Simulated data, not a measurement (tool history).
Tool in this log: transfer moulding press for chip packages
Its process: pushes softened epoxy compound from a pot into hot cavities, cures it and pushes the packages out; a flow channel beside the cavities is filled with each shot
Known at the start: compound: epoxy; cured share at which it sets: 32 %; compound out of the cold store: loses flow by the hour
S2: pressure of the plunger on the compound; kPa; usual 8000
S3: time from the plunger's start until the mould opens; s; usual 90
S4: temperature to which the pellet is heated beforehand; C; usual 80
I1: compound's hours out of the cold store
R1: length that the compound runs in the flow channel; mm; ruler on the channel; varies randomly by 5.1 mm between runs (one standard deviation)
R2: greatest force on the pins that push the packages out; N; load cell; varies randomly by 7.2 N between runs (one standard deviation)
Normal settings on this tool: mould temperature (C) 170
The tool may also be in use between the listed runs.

{"run": 1, "hour": 0.0, "mould temperature (C)": 170, "S2": 8000, "S3": 90, "S4": 80, "I1": 37.7, "R1": 504, "R2": 588}
{"run": 2, "hour": 9.2, "mould temperature (C)": 170, "S2": 8000, "S3": 90, "S4": 80, "I1": 9.1, "R1": 574, "R2": 664}
{"run": 3, "hour": 16.6, "mould temperature (C)": 170, "S2": 8000, "S3": 90, "S4": 80, "I1": 16.3, "R1": 551, "R2": 656}
{"run": 4, "hour": 22.7, "mould temperature (C)": 170, "S2": 8000, "S3": 90, "S4": 80, "I1": 45.4, "R1": 485, "R2": 622}
{"run": 5, "hour": 32.8, "mould temperature (C)": 170, "S2": 8000, "S3": 90, "S4": 80, "I1": 30.8, "R1": 517, "R2": 635}
{"run": 6, "hour": 39.3, "mould temperature (C)": 170, "S2": 8000, "S3": 90, "S4": 80, "I1": 32.4, "R1": 521, "R2": 673}
{"hour": 42.7, "done": "plunger's sealing rings changed"}
{"hour": 46.3, "done": "cavities cleaned with cleaning compound and waxed"}
{"run": 7, "hour": 48.1, "mould temperature (C)": 170, "S2": 8000, "S3": 90, "S4": 80, "I1": 42.3, "R1": 528, "R2": 925}
{"run": 8, "hour": 54.7, "mould temperature (C)": 170, "S2": 8000, "S3": 90, "S4": 80, "I1": 29.0, "R1": 573, "R2": 887}
{"run": 9, "hour": 60.9, "mould temperature (C)": 170, "S2": 8000, "S3": 90, "S4": 80, "I1": 38.6, "R1": 545, "R2": 868}
{"run": 10, "hour": 70.0, "mould temperature (C)": 170, "S2": 8000, "S3": 90, "S4": 80, "I1": 17.4, "R1": 606, "R2": 863}
{"run": 11, "hour": 79.2, "mould temperature (C)": 171, "S2": 8000, "S3": 90, "S4": 80, "I1": 8.2, "R1": 629, "R2": 825}
{"run": 12, "hour": 84.0, "mould temperature (C)": 171, "S2": 8000, "S3": 90, "S4": 80, "I1": 10.9, "R1": 625, "R2": 768}
{"run": 13, "hour": 89.6, "mould temperature (C)": 171, "S2": 8000, "S3": 90, "S4": 80, "I1": 11.1, "R1": 605, "R2": 785}
{"hour": 99.6, "done": "cavities cleaned with cleaning compound and waxed, once more"}
{"run": 14, "hour": 102.1, "mould temperature (C)": 170, "S2": 8000, "S3": 90, "S4": 76, "I1": 12.9, "R1": 611, "R2": 349}
{"run": 15, "hour": 113.4, "mould temperature (C)": 170, "S2": 8000, "S3": 90, "S4": 76, "I1": 12.6, "R1": 602, "R2": 476}
{"run": 16, "hour": 119.7, "mould temperature (C)": 170, "S2": 7280, "S3": 86, "S4": 86, "I1": 24.1, "R1": 556, "R2": 527}
{"run": 17, "hour": 128.0, "mould temperature (C)": 170, "S2": 7280, "S3": 86, "S4": 86, "I1": 32.6, "R1": 527, "R2": 582}
{"run": 18, "hour": 134.7, "mould temperature (C)": 170, "S2": 7280, "S3": 86, "S4": 86, "I1": 35.7, "R1": 524, "R2": 587}
{"run": 19, "hour": 140.7, "mould temperature (C)": 171, "S2": 8000, "S3": 98, "S4": 80, "I1": 24.3, "R1": 580, "R2": 512}
{"run": 20, "hour": 147.8, "mould temperature (C)": 171, "S2": 8000, "S3": 98, "S4": 80, "I1": 17.0, "R1": 596, "R2": 559}
{"run": 21, "hour": 154.8, "mould temperature (C)": 171, "S2": 8000, "S3": 98, "S4": 80, "I1": 37.6, "R1": 549, "R2": 549}
{"run": 22, "hour": 159.5, "mould temperature (C)": 178, "S2": 6270, "S3": 126, "S4": 73, "I1": 43.4, "R1": 450, "R2": 482}
{"run": 23, "hour": 168.9, "mould temperature (C)": 173, "S2": 6270, "S3": 74, "S4": 87, "I1": 30.3, "R1": 480, "R2": 806}
{"run": 24, "hour": 176.5, "mould temperature (C)": 162, "S2": 7250, "S3": 125, "S4": 78, "I1": 43.2, "R1": 520, "R2": 625}
{"hour": 182.3, "done": "cavities cleaned with cleaning compound and waxed"}
{"run": 25, "hour": 184.9, "mould temperature (C)": 162, "S2": 7250, "S3": 125, "S4": 78, "I1": 16.7, "R1": 573, "R2": 315}
{"run": 26, "hour": 191.8, "mould temperature (C)": 174, "S2": 6680, "S3": 120, "S4": 78, "I1": 10.3, "R1": 544, "R2": 319}
{"run": 27, "hour": 198.9, "mould temperature (C)": 174, "S2": 6680, "S3": 120, "S4": 78, "I1": 46.0, "R1": 463, "R2": 362}
{"run": 28, "hour": 207.4, "mould temperature (C)": 174, "S2": 6680, "S3": 120, "S4": 78, "I1": 23.9, "R1": 513, "R2": 401}

What if the next run were any one of these 5? Each begins from the tool's condition after run 28:
{"run": "A", "hour": 217.4, "mould temperature (C)": 174, "S2": 9120, "S3": 77, "S4": 78, "I1": 18.4, "R1": "?", "R2": "?"}
{"run": "B", "hour": 217.4, "mould temperature (C)": 172, "S2": 8000, "S3": 90, "S4": 80, "I1": 17.1, "R1": "?", "R2": "?"}
{"run": "C", "hour": 217.4, "mould temperature (C)": 170, "S2": 8000, "S3": 90, "S4": 80, "I1": 21.2, "R1": "?", "R2": "?"}
{"run": "D", "hour": 217.4, "mould temperature (C)": 174, "S2": 8410, "S3": 120, "S4": 88, "I1": 16.6, "R1": "?", "R2": "?"}
{"run": "E", "hour": 217.4, "mould temperature (C)": 173, "S2": 8000, "S3": 90, "S4": 78, "I1": 46.0, "R1": "?", "R2": "?"}

run=A R1=609 R2=658
run=B R1=583 R2=526
run=C R1=567 R2=623
run=D R1=602 R2=432
run=E R1=513 R2=494
Without the tool's hidden state the same runs would have given:
run=A R1=628 R2=337
run=B R1=602 R2=272
run=C R1=585 R2=318
run=D R1=621 R2=225
run=E R1=529 R2=254
